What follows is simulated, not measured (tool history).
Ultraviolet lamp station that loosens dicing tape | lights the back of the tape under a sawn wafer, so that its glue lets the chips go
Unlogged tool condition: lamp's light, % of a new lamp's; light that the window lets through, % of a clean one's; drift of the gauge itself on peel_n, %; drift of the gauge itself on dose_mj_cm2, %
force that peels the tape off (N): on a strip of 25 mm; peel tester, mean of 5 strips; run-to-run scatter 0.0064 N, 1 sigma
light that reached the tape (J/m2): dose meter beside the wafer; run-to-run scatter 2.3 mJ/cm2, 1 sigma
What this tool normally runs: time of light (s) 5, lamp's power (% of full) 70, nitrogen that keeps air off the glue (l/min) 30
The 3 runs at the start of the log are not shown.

| run | hour | time of light (s) | lamp's power (% of full) | nitrogen that keeps air off the glue (l/min) | hours of work of the lamp | hours of work since the window was cleaned | force that peels the tape off (N) | light that reached the tape (J/m2) |
|---|---|---|---|---|---|---|---|---|
| 4 | 88.4 | 5 | 68 | 30 | 378 | 166 | 0.265 | 1820 |
| 5 | 115.4 | 5 | 68 | 30 | 391 | 179 | 0.276 | 1830 |
| 6 | 154.0 | 5 | 70 | 30 | 409 | 197 | 0.267 | 1870 |
| 7 | 183.2 | 5 | 70 | 30 | 422 | 210 | 0.258 | 1860 |
| 8 | 221.9 | 2 | 70 | 30 | 440 | 228 | 1.156 | 690 |
| 9 | 260.3 | 2 | 70 | 30 | 458 | 246 | 1.193 | 720 |
| 10 | 293.6 | 5 | 70 | 30 | 473 | 261 | 0.292 | 1760 |
| 11 | 325.5 | 5 | 70 | 44 | 488 | 276 | 0.237 | 1780 |
| 12 | 357.8 | 5 | 68 | 30 | 503 | 291 | 0.308 | 1670 |
| 13 | 389.6 | 5 | 68 | 30 | 518 | 306 | 0.318 | 1660 |
| 14 | 407.2 | 5 | 69 | 30 | 526 | 314 | 0.327 | 1670 |
| 15 | 423.4 | 5 | 69 | 30 | 534 | 322 | 0.317 | 1670 |
| 16 | 450.9 | 5 | 69 | 30 | 546 | 334 | 0.319 | 1660 |
| 17 | 488.2 | 5 | 69 | 30 | 564 | 352 | 0.329 | 1640 |
| 18 | 520.9 | 5 | 70 | 30 | 579 | 367 | 0.318 | 1620 |
| 19 | 536.6 | 5 | 70 | 30 | 586 | 374 | 0.325 | 1620 |
| 20 | 571.6 | 5 | 70 | 42 | 602 | 390 | 0.275 | 1610 |
|  | 601.0 | window cleaned of glue's vapour |
| 21 | 602.1 | 5 | 70 | 42 | 616 | 1 | 0.344 | 1360 |
| 22 | 634.8 | 5 | 70 | 42 | 631 | 16 | 0.362 | 1370 |
| 23 | 657.6 | 10 | 81 | 30 | 642 | 26 | 0.151 | 3110 |
| 24 | 679.8 | 10 | 81 | 30 | 652 | 37 | 0.155 | 3070 |
| 25 | 717.9 | 7 | 77 | 29 | 670 | 54 | 0.242 | 2060 |
| 26 | 754.3 | 5 | 60 | 53 | 687 | 71 | 0.454 | 1110 |

Forecast run 27:
| 27 | 773.4 | 4 | 73 | 30 | 696 | 80 | ? | ? |

force that peels the tape off (N): 0.655
light that reached the tape (J/m2): 1070
Were there no unlogged condition in the tool, this run, its random variation unchanged, would have produced force that peels the tape off (N) 0.249, light that reached the tape (J/m2) 1870.
